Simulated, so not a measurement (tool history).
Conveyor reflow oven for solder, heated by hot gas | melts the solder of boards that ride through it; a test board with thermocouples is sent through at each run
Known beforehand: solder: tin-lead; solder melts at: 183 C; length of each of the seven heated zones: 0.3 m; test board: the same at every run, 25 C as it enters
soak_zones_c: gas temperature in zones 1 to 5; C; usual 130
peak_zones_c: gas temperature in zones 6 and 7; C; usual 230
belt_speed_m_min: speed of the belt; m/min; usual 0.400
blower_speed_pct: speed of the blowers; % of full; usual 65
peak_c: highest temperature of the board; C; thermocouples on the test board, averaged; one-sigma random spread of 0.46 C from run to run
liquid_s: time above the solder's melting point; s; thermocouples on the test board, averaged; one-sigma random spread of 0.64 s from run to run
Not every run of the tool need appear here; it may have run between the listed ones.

run    hour  soak_zones_c  peak_zones_c  belt_speed_m_min  blower_speed_pct  peak_c  liquid_s
  1     0.0           130           230             0.400                65   218.4      67.2
       32.0  -- flux residue cleaned out of gas plates and filters
  2    95.6           130           230             0.400                65   220.1      67.5
  3   143.9           130           229             0.400                65   219.7      66.7
  4   208.3           130           229             0.400                76   219.6      69.5
  5   260.9           130           229             0.400                76   220.5      69.4
      341.5  -- flux residue cleaned out of gas plates and filters
  6   348.6           130           230             0.400                84   223.1      72.4
  7   430.1           130           241             0.400                65   230.5      75.5
  8   503.4           130           241             0.400                65   229.9      76.4
  9   566.1           130           241             0.400                65   229.9      76.0
 10   616.5           130           230             0.400                65   219.7      68.9
      653.0  -- flux residue cleaned out of gas plates and filters
 11   681.9           130           230             0.400                65   220.6      70.4
 12   770.9           130           230             0.400                65   221.3      69.4
 13   862.3           122           230             0.400                65   219.6      65.8
 14   906.7           130           230             0.400                65   219.5      70.5
      960.4  -- flux residue cleaned out of gas plates and filters
 15   993.6           130           230             0.400                65   222.3      70.8
     1074.9  -- thermocouples of zones 6 and 7 changed
 16  1074.9           140           243             0.425                56   227.7      73.8
 17  1149.0           137           244             0.436                53   225.1      68.8
 18  1209.7           137           244             0.436                53   224.2      69.5
     1269.8  -- flux residue cleaned out of gas plates and filters
 19  1282.4           137           244             0.436                53   226.5      69.8
 20  1354.4           137           244             0.436                51   225.4      69.9
 21  1426.3           137           244             0.436                52   226.0      69.2
 22  1481.0           137           229             0.436                59   214.1      60.1
 23  1549.5           137           229             0.436                59   214.8      61.2
     1578.1  -- flux residue cleaned out of gas plates and filters
 24  1611.4           124           230             0.334                55   220.8      83.4
 25  1699.7           142           230             0.426                55   215.7      65.8
 26  1739.3           135           230             0.426                55   215.1      62.6
 27  1806.1           122           230             0.426                55   213.1      54.4
 28  1877.0           128           234             0.426                74   222.5      67.3
     1889.7  -- flux residue cleaned out of gas plates and filters
 29  1947.3           135           244             0.326                51   237.0     102.6

Below are 4 alternative next runs, each starting from the tool's condition after run 29. Predict each:
  A  2020.6           130           230             0.400                63       ?         ?
  B  2020.6           135           244             0.326                77       ?         ?
  C  2020.6           135           244             0.444                51       ?         ?
  D  2020.6           130           230             0.371                59       ?         ?

run  peak_c  liquid_s
  A   220.1      68.7
  B   239.7     103.4
  C   227.1      69.6
  D   220.4      76.7
The same runs, with their run-to-run variation unchanged, on a tool lacking any hidden condition would have given:
run  peak_c  liquid_s
  A   218.0      65.0
  B   237.7      99.5
  C   224.9      66.0
  D   218.3      72.7
